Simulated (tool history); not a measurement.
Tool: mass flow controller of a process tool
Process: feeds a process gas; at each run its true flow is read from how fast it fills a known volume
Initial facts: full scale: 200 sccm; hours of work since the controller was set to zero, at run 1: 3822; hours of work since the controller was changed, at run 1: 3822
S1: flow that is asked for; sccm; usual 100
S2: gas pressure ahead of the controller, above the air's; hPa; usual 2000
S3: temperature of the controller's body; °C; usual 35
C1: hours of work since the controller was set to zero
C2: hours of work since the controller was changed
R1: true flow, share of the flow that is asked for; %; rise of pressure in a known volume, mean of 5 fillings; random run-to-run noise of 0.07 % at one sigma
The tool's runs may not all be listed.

run    hour   S1    S2  S3    C1    C2     R1
  1     0.0  100  2000  35  3822  3822  96.71
  2   319.7  100  2000  35  3994  3994  96.52
  3   453.5  100  2000  35  4066  4066  96.62
  4   641.5  100  2000  31  4167  4167  96.09
  5   858.1  100  2000  31  4283  4283  96.13
  6   999.1  100  2000  39  4359  4359  96.74
  7  1210.6  100  2000  39  4473  4473  96.52
  8  1372.5  100  2000  39  4560  4560  96.58
  9  1623.4  100  2000  39  4694  4694  96.56
 10  1908.2  100  2000  39  4847  4847  96.46
 11  2221.1  155  2000  39  5016  5016  97.89
 12  2436.0  155  2000  39  5131  5131  97.64
 13  2571.6  106  2000  35  5204  5204  96.15
 14  2766.9  106  2000  35  5309  5309  96.11
 15  2973.3  106  2000  35  5420  5420  96.04
 16  3148.0  106  2000  35  5514  5514  95.93
 17  3289.4  100  2000  35  5590  5590  95.71
 18  3543.0  100  2000  35  5726  5726  95.70
 19  3728.3  100  2000  35  5826  5826  95.53
 20  3938.8  100  2000  35  5939  5939  95.44
 21  4209.2  106  1600  34  6084  6084  95.96
     4364.6  -- controller's zero set anew
 22  4426.2  106  1600  34    33  6201  97.57
 23  4674.5  106  1600  34   167  6334  97.42
 24  4808.2   54  2000  34   238  6406  96.24
 25  5130.9   91  2270  30   412  6579  96.43

Run 26 is up next; what results do you expect?
 26  5348.2  91  2270  30  529  6696   ?

R1: 96.37 %
Minus the tool's unlogged condition, the same run would have read R1 98.43 %.
